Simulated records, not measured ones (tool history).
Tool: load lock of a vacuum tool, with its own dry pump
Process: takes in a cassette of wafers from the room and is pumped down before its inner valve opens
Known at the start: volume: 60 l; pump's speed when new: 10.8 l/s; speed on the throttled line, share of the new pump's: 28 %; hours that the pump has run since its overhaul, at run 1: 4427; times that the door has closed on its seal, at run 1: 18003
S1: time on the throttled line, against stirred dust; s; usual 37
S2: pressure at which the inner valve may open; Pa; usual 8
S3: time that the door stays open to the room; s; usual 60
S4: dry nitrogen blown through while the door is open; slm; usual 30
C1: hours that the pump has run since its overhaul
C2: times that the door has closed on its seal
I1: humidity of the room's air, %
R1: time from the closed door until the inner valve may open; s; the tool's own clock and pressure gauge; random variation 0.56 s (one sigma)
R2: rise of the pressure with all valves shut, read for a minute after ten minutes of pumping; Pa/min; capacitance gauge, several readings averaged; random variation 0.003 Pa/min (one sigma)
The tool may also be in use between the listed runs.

run 1 hour=0.0 | S1=37 S2=8 S3=60 S4=30 | C1=4427 C2=18003 | I1=45.0 | R1=81.3 R2=0.068
run 2 hour=66.7 | S1=37 S2=8 S3=60 S4=30 | C1=4494 C2=18283 | I1=44.0 | R1=80.8 R2=0.073
run 3 hour=162.4 | S1=37 S2=8 S3=60 S4=4 | C1=4590 C2=18685 | I1=45.7 | R1=80.3 R2=0.096
run 4 hour=293.0 | S1=37 S2=8 S3=60 S4=4 | C1=4720 C2=19232 | I1=45.1 | R1=80.0 R2=0.098
run 5 hour=407.1 | S1=37 S2=7 S3=60 S4=30 | C1=4834 C2=19711 | I1=44.4 | R1=81.4 R2=0.075
run 6 hour=487.0 | S1=37 S2=7 S3=60 S4=30 | C1=4914 C2=20046 | I1=43.8 | R1=81.0 R2=0.083
run 7 hour=553.1 | S1=37 S2=11 S3=60 S4=30 | C1=4980 C2=20324 | I1=43.9 | R1=79.2 R2=0.078
run 8 hour=620.9 | S1=37 S2=11 S3=60 S4=30 | C1=5048 C2=20608 | I1=46.2 | R1=78.3 R2=0.083
run 9 hour=737.7 | S1=37 S2=11 S3=60 S4=30 | C1=5165 C2=21098 | I1=47.7 | R1=79.2 R2=0.089
run 10 hour=837.1 | S1=37 S2=11 S3=60 S4=30 | C1=5264 C2=21515 | I1=42.7 | R1=78.6 R2=0.090
run 11 hour=908.1 | S1=37 S2=11 S3=60 S4=30 | C1=5335 C2=21813 | I1=42.6 | R1=78.6 R2=0.086
run 12 hour=1043.5 | S1=19 S2=11 S3=31 S4=30 | C1=5471 C2=22381 | I1=41.5 | R1=65.3 R2=0.082
run 13 hour=1128.6 | S1=19 S2=11 S3=31 S4=30 | C1=5556 C2=22737 | I1=46.0 | R1=65.9 R2=0.084
run 14 hour=1261.9 | S1=18 S2=8 S3=166 S4=10 | C1=5689 C2=23297 | I1=42.7 | R1=66.6 R2=0.120
run 15 hour=1379.3 | S1=40 S2=9 S3=42 S4=19 | C1=5806 C2=23789 | I1=47.7 | R1=82.1 R2=0.095
run 16 hour=1490.5 | S1=40 S2=7 S3=42 S4=7 | C1=5918 C2=24255 | I1=46.1 | R1=84.0 R2=0.114
run 17 hour=1614.3 | S1=58 S2=13 S3=33 S4=39 | C1=6041 C2=24775 | I1=47.1 | R1=91.3 R2=0.092
run 18 hour=1736.0 | S1=58 S2=13 S3=33 S4=39 | C1=6163 C2=25285 | I1=46.7 | R1=92.7 R2=0.096
run 19 hour=1829.2 | S1=45 S2=8 S3=158 S4=30 | C1=6256 C2=25676 | I1=45.9 | R1=86.3 R2=0.113
run 20 hour=1958.2 | S1=37 S2=7 S3=60 S4=30 | C1=6385 C2=26217 | I1=42.8 | R1=82.0 R2=0.108

Forecast each of these 3 alternatives for the next run:
run A hour=2038.9 | S1=37 S2=6 S3=60 S4=8 | C1=6466 C2=26556 | I1=43.2 | R1=? R2=?
run B hour=2038.9 | S1=20 S2=7 S3=43 S4=28 | C1=6466 C2=26556 | I1=43.4 | R1=? R2=?
run C hour=2038.9 | S1=37 S2=7 S3=60 S4=8 | C1=6466 C2=26556 | I1=44.5 | R1=? R2=?

run=A R1=82.6 R2=0.125
run=B R1=68.8 R2=0.108
run=C R1=82.5 R2=0.119
Without the tool's hidden state the same runs would have given:
run=A R1=81.3 R2=0.047
run=B R1=67.4 R2=0.031
run=C R1=81.3 R2=0.042

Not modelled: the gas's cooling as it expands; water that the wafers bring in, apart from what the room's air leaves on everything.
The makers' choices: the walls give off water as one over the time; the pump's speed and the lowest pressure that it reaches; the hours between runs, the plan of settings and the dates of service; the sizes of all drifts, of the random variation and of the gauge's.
